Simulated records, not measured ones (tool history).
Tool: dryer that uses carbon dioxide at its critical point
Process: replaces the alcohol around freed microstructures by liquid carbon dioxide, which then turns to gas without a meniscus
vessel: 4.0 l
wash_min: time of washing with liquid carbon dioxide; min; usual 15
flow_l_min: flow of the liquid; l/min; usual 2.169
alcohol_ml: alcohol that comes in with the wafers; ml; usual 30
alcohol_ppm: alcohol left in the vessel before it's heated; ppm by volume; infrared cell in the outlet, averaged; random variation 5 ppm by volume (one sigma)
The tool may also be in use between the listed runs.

run 1 hour=0 | wash_min=15 flow_l_min=2.169 alcohol_ml=30 | alcohol_ppm=214
run 2 hour=49.1 | wash_min=18 flow_l_min=2.169 alcohol_ml=30 | alcohol_ppm=195
run 3 hour=121 | wash_min=18 flow_l_min=2.169 alcohol_ml=30 | alcohol_ppm=201
run 4 hour=164.1 | wash_min=18 flow_l_min=2.169 alcohol_ml=30 | alcohol_ppm=204
-- hour=227.1 purifier's bed changed
run 5 hour=238.4 | wash_min=18 flow_l_min=2.169 alcohol_ml=30 | alcohol_ppm=21
run 6 hour=289.6 | wash_min=10 flow_l_min=2.169 alcohol_ml=30 | alcohol_ppm=197
run 7 hour=331.4 | wash_min=15 flow_l_min=2.169 alcohol_ml=30 | alcohol_ppm=45
run 8 hour=361.6 | wash_min=15 flow_l_min=2.169 alcohol_ml=30 | alcohol_ppm=52
run 9 hour=411.9 | wash_min=15 flow_l_min=2.169 alcohol_ml=30 | alcohol_ppm=65
run 10 hour=460.8 | wash_min=15 flow_l_min=2.169 alcohol_ml=30 | alcohol_ppm=71
run 11 hour=499.5 | wash_min=15 flow_l_min=2.169 alcohol_ml=80 | alcohol_ppm=137
run 12 hour=559.5 | wash_min=15 flow_l_min=2.169 alcohol_ml=80 | alcohol_ppm=139
run 13 hour=618 | wash_min=15 flow_l_min=3.33 alcohol_ml=80 | alcohol_ppm=51
run 14 hour=653.1 | wash_min=15 flow_l_min=3.33 alcohol_ml=80 | alcohol_ppm=52
run 15 hour=720.2 | wash_min=15 flow_l_min=3.33 alcohol_ml=80 | alcohol_ppm=68
-- hour=726.1 inlet filter changed
run 16 hour=773 | wash_min=15 flow_l_min=3.33 alcohol_ml=80 | alcohol_ppm=71
run 17 hour=835.5 | wash_min=15 flow_l_min=3.33 alcohol_ml=80 | alcohol_ppm=78
run 18 hour=875.1 | wash_min=22 flow_l_min=2.26 alcohol_ml=80 | alcohol_ppm=81
run 19 hour=913.2 | wash_min=11 flow_l_min=3.65 alcohol_ml=80 | alcohol_ppm=111
run 20 hour=970.8 | wash_min=11 flow_l_min=3.65 alcohol_ml=80 | alcohol_ppm=108
run 21 hour=1040.8 | wash_min=11 flow_l_min=3.65 alcohol_ml=80 | alcohol_ppm=121
run 22 hour=1113 | wash_min=11 flow_l_min=1.46 alcohol_ml=50 | alcohol_ppm=902
run 23 hour=1143.5 | wash_min=24 flow_l_min=2.61 alcohol_ml=26 | alcohol_ppm=99
run 24 hour=1208.2 | wash_min=15 flow_l_min=2.169 alcohol_ml=33 | alcohol_ppm=147
run 25 hour=1266.4 | wash_min=15 flow_l_min=2.169 alcohol_ml=33 | alcohol_ppm=157
run 26 hour=1328.7 | wash_min=15 flow_l_min=2.169 alcohol_ml=33 | alcohol_ppm=168
run 27 hour=1379.8 | wash_min=15 flow_l_min=1.86 alcohol_ml=24 | alcohol_ppm=192
run 28 hour=1436.9 | wash_min=15 flow_l_min=1.86 alcohol_ml=24 | alcohol_ppm=201
run 29 hour=1467.6 | wash_min=15 flow_l_min=2.11 alcohol_ml=117 | alcohol_ppm=310
run 30 hour=1540 | wash_min=13 flow_l_min=2.11 alcohol_ml=117 | alcohol_ppm=486
-- hour=1546.1 inlet filter changed
run 31 hour=1580.9 | wash_min=17 flow_l_min=3.5 alcohol_ml=59 | alcohol_ppm=158
run 32 hour=1616.2 | wash_min=10 flow_l_min=2.73 alcohol_ml=30 | alcohol_ppm=217
run 33 hour=1647.6 | wash_min=15 flow_l_min=2.169 alcohol_ml=43 | alcohol_ppm=205
run 34 hour=1677.7 | wash_min=20 flow_l_min=1.81 alcohol_ml=46 | alcohol_ppm=199

3 ways to go on from here, each from the tool as it stands after run 34. What would each give?
run A hour=1749.7 | wash_min=18 flow_l_min=1.49 alcohol_ml=42 | alcohol_ppm=?
run B hour=1749.7 | wash_min=10 flow_l_min=1.81 alcohol_ml=50 | alcohol_ppm=?
run C hour=1749.7 | wash_min=16 flow_l_min=2.169 alcohol_ml=95 | alcohol_ppm=?

run=A alcohol_ppm=265
run=B alcohol_ppm=720
run=C alcohol_ppm=247
Without the tool's hidden state the same runs would have given:
run=A alcohol_ppm=90
run=B alcohol_ppm=514
run=C alcohol_ppm=63
